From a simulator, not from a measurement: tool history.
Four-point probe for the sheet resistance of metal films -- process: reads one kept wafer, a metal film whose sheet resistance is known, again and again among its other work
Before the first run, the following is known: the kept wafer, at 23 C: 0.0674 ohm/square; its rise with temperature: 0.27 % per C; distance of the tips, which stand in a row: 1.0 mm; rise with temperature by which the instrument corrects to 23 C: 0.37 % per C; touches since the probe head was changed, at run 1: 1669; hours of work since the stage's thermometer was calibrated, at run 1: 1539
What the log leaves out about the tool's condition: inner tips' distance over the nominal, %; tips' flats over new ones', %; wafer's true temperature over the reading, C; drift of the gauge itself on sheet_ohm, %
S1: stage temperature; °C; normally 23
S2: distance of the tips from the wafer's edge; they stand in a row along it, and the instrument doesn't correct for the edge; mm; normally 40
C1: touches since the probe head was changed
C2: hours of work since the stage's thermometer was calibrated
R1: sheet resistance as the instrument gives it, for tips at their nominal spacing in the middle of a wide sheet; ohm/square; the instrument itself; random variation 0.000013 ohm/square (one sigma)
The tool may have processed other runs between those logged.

run 1 hour=0 | S1=23 S2=40 | C1=1669 C2=1539 | R1=0.067412
run 2 hour=9.1 | S1=30 S2=40 | C1=1968 C2=1543 | R1=0.066985
run 3 hour=18.8 | S1=30 S2=40 | C1=2288 C2=1548 | R1=0.066971
run 4 hour=35.4 | S1=23 S2=56 | C1=2836 C2=1557 | R1=0.067409
run 5 hour=46.9 | S1=23 S2=56 | C1=3214 C2=1563 | R1=0.067406
run 6 hour=58.1 | S1=23 S2=56 | C1=3583 C2=1569 | R1=0.067399
run 7 hour=74.9 | S1=23 S2=56 | C1=4137 C2=1578 | R1=0.067402
run 8 hour=91.1 | S1=23 S2=40 | C1=4671 C2=1586 | R1=0.067431
run 9 hour=108.8 | S1=23 S2=40 | C1=5257 C2=1595 | R1=0.067394
run 10 hour=119.8 | S1=23 S2=8 | C1=5619 C2=1601 | R1=0.067985
run 11 hour=132.2 | S1=23 S2=8 | C1=6027 C2=1608 | R1=0.067939
run 12 hour=149.5 | S1=23 S2=19 | C1=6598 C2=1617 | R1=0.067502
run 13 hour=160.1 | S1=23 S2=19 | C1=6947 C2=1622 | R1=0.067528
run 14 hour=180.9 | S1=23 S2=19 | C1=7632 C2=1633 | R1=0.067499
run 15 hour=195.8 | S1=23 S2=40 | C1=8124 C2=1641 | R1=0.067427
run 16 hour=210.9 | S1=23 S2=40 | C1=8622 C2=1649 | R1=0.06742
run 17 hour=229.3 | S1=19 S2=27 | C1=9229 C2=1658 | R1=0.067695
run 18 hour=244.5 | S1=27 S2=8 | C1=9730 C2=1666 | R1=0.067707
run 19 hour=264.5 | S1=20 S2=55 | C1=10390 C2=1676 | R1=0.067596
run 20 hour=282.4 | S1=20 S2=55 | C1=10979 C2=1686 | R1=0.067597
run 21 hour=299.6 | S1=21 S2=4 | C1=11545 C2=1695 | R1=0.069743
run 22 hour=319.3 | S1=21 S2=4 | C1=12196 C2=1705 | R1=0.06973
run 23 hour=328.5 | S1=23 S2=8 | C1=12500 C2=1710 | R1=0.067953
run 24 hour=343.6 | S1=25 S2=21 | C1=12998 C2=1718 | R1=0.067366
run 25 hour=363.8 | S1=25 S2=30 | C1=13662 C2=1728 | R1=0.067305
run 26 hour=374.4 | S1=27 S2=50 | C1=14013 C2=1734 | R1=0.067139
run 27 hour=385.9 | S1=21 S2=8 | C1=14391 C2=1740 | R1=0.068096
run 28 hour=404.1 | S1=19 S2=5 | C1=14991 C2=1749 | R1=0.069084
run 29 hour=413.5 | S1=19 S2=5 | C1=15302 C2=1754 | R1=0.069111

Below are 3 alternative next runs, each starting from the tool's condition after run 29. Predict each:
run A hour=430.9 | S1=31 S2=5 | C1=15876 C2=1763 | R1=?
run B hour=430.9 | S1=29 S2=5 | C1=15876 C2=1763 | R1=?
run C hour=430.9 | S1=25 S2=3 | C1=15876 C2=1763 | R1=?

run=A R1=0.068305
run=B R1=0.068459
run=C R1=0.071061
Stripped of hidden state, with their random variation kept, the same runs would have yielded:
run=A R1=0.068304
run=B R1=0.068459
run=C R1=0.07106

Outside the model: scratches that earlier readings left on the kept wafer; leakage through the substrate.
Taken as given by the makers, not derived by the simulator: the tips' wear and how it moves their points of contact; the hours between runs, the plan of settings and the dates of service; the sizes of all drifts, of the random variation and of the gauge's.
